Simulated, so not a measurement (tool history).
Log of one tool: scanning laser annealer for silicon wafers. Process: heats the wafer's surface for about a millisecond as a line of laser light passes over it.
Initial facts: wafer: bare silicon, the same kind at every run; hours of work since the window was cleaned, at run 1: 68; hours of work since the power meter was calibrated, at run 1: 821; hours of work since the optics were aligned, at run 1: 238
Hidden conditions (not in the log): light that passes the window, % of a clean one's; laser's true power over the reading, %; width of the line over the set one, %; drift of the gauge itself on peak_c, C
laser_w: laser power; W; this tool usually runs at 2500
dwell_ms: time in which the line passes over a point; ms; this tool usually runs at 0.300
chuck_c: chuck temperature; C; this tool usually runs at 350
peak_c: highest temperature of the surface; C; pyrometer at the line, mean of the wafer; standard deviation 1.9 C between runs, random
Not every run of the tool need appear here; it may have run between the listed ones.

run,hour,laser_w,dwell_ms,chuck_c,hours of work since the window was cleaned,hours of work since the power meter was calibrated,hours of work since the optics were aligned,peak_c
1,0.0,2500,0.300,350,68,821,238,1110
2,22.7,2500,0.300,332,85,838,255,1091
3,43.8,2500,0.300,359,101,854,271,1114
4,79.3,2500,0.300,350,128,881,298,1104
5,103.4,2500,0.300,350,146,899,316,1106
6,122.7,2500,0.300,350,161,914,331,1102
7,157.5,2500,0.300,350,188,941,357,1100
8,200.7,2500,0.300,388,221,973,390,1133
9,223.4,2500,0.300,350,238,991,408,1096
10,254.3,2500,0.300,350,261,1014,431,1094
11,282.6,2500,0.300,350,283,1036,453,1091
12,316.7,2500,0.300,350,309,1062,479,1088
13,347.0,2500,0.300,350,332,1085,502,1088
14,378.4,2500,0.300,350,356,1109,526,1086
15,401.6,2500,0.300,350,373,1126,543,1081
16,421.1,2500,0.300,350,388,1141,558,1085
17,451.5,2500,0.300,350,412,1164,581,1086
18,482.8,2306,0.300,350,435,1188,605,1017
19,523.0,2500,0.270,374,466,1219,636,1058
20,550.5,2218,0.265,374,487,1240,657,960
21,582.2,2641,0.295,327,511,1264,681,1085
22,623.5,2641,0.295,327,543,1295,712,1086
# hour 648.1: optics aligned, line set to its width
23,649.8,2584,0.336,347,559,1312,1,1164
24,678.3,2584,0.336,347,580,1333,23,1164
# hour 694.1: window over the wafer cleaned
25,714.3,2652,0.211,318,15,1359,49,995
26,746.2,2500,0.244,334,40,1384,73,1018
27,779.5,2127,0.284,387,65,1409,99,1002
28,815.9,2352,0.285,387,93,1437,126,1079
29,851.7,2352,0.285,387,120,1464,153,1074
30,893.1,2352,0.285,387,152,1495,185,1072
31,925.5,2432,0.285,378,176,1520,210,1090
32,947.7,2432,0.285,378,193,1537,227,1087
33,985.5,2432,0.285,378,222,1566,255,1085
34,1027.5,2432,0.302,337,254,1598,287,1067
35,1047.2,2511,0.251,312,269,1613,302,993

Predict each of these 4 candidate next runs independently; none follows another, all start after run 35:
A,1072.1,2679,0.238,312,288,1632,321,?
B,1072.1,2302,0.266,350,288,1632,321,?
C,1072.1,2511,0.251,365,288,1632,321,?
D,1072.1,2348,0.251,312,288,1632,321,?

run,peak_c
A,1022
B,986
C,1046
D,942
The same runs, with their run-to-run variation unchanged, on a tool lacking any hidden condition would have given:
run,peak_c
A,1049
B,1010
C,1072
D,965
